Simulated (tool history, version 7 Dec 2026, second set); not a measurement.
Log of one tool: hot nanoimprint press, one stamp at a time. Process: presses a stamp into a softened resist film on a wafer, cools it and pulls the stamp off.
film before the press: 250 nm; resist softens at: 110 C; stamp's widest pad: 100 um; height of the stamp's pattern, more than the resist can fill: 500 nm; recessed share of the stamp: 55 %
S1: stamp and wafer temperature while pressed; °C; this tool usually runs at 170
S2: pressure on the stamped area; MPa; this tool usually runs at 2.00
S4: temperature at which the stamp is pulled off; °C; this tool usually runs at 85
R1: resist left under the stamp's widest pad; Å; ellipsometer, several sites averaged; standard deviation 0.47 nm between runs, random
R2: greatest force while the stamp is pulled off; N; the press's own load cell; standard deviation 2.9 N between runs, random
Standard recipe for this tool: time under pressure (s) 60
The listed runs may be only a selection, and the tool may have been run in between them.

{"run": 1, "hour": 0.0, "S1": 170, "S2": 2.0, "time under pressure (s)": 60, "S4": 85, "R1": 1249, "R2": 134}
{"run": 2, "hour": 8.0, "S1": 170, "S2": 2.0, "time under pressure (s)": 60, "S4": 85, "R1": 1246, "R2": 137}
{"run": 3, "hour": 18.6, "S1": 170, "S2": 2.0, "time under pressure (s)": 60, "S4": 85, "R1": 1252, "R2": 136}
{"run": 4, "hour": 28.8, "S1": 169, "S2": 2.0, "time under pressure (s)": 60, "S4": 85, "R1": 1287, "R2": 134}
{"run": 5, "hour": 36.9, "S1": 169, "S2": 2.0, "time under pressure (s)": 60, "S4": 85, "R1": 1285, "R2": 139}
{"run": 6, "hour": 45.9, "S1": 169, "S2": 2.0, "time under pressure (s)": 60, "S4": 85, "R1": 1291, "R2": 142}
{"run": 7, "hour": 63.0, "S1": 170, "S2": 1.89, "time under pressure (s)": 60, "S4": 85, "R1": 1270, "R2": 133}
{"run": 8, "hour": 78.2, "S1": 170, "S2": 1.89, "time under pressure (s)": 60, "S4": 85, "R1": 1266, "R2": 135}
{"run": 9, "hour": 95.2, "S1": 169, "S2": 1.27, "time under pressure (s)": 38, "S4": 73, "R1": 1719, "R2": 156}
{"run": 10, "hour": 107.6, "S1": 169, "S2": 2.43, "time under pressure (s)": 38, "S4": 71, "R1": 1399, "R2": 160}
{"run": 11, "hour": 122.1, "S1": 166, "S2": 2.0, "time under pressure (s)": 44, "S4": 85, "R1": 1559, "R2": 138}
{"run": 12, "hour": 139.0, "S1": 159, "S2": 1.38, "time under pressure (s)": 60, "S4": 77, "R1": 1919, "R2": 149}
{"run": 13, "hour": 154.1, "S1": 170, "S2": 1.66, "time under pressure (s)": 91, "S4": 78, "R1": 1132, "R2": 149}
{"run": 14, "hour": 168.0, "S1": 170, "S2": 1.66, "time under pressure (s)": 91, "S4": 78, "R1": 1131, "R2": 149}
{"run": 15, "hour": 183.1, "S1": 170, "S2": 2.0, "time under pressure (s)": 116, "S4": 85, "R1": 947, "R2": 143}
{"run": 16, "hour": 194.9, "S1": 170, "S2": 1.7, "time under pressure (s)": 60, "S4": 85, "R1": 1311, "R2": 139}

Predict each of these 3 candidate next runs independently; none follows another, all start after run 16:
{"run": "A", "hour": 211.9, "S1": 162, "S2": 2.0, "time under pressure (s)": 60, "S4": 89, "R1": "?", "R2": "?"}
{"run": "B", "hour": 211.9, "S1": 175, "S2": 1.43, "time under pressure (s)": 60, "S4": 89, "R1": "?", "R2": "?"}
{"run": "C", "hour": 211.9, "S1": 170, "S2": 2.49, "time under pressure (s)": 60, "S4": 85, "R1": "?", "R2": "?"}

run=A R1=1601 R2=133
run=B R1=1182 R2=135
run=C R1=1125 R2=135
Without the tool's hidden state the same runs would have given:
run=A R1=1626 R2=133
run=B R1=1200 R2=134
run=C R1=1142 R2=135
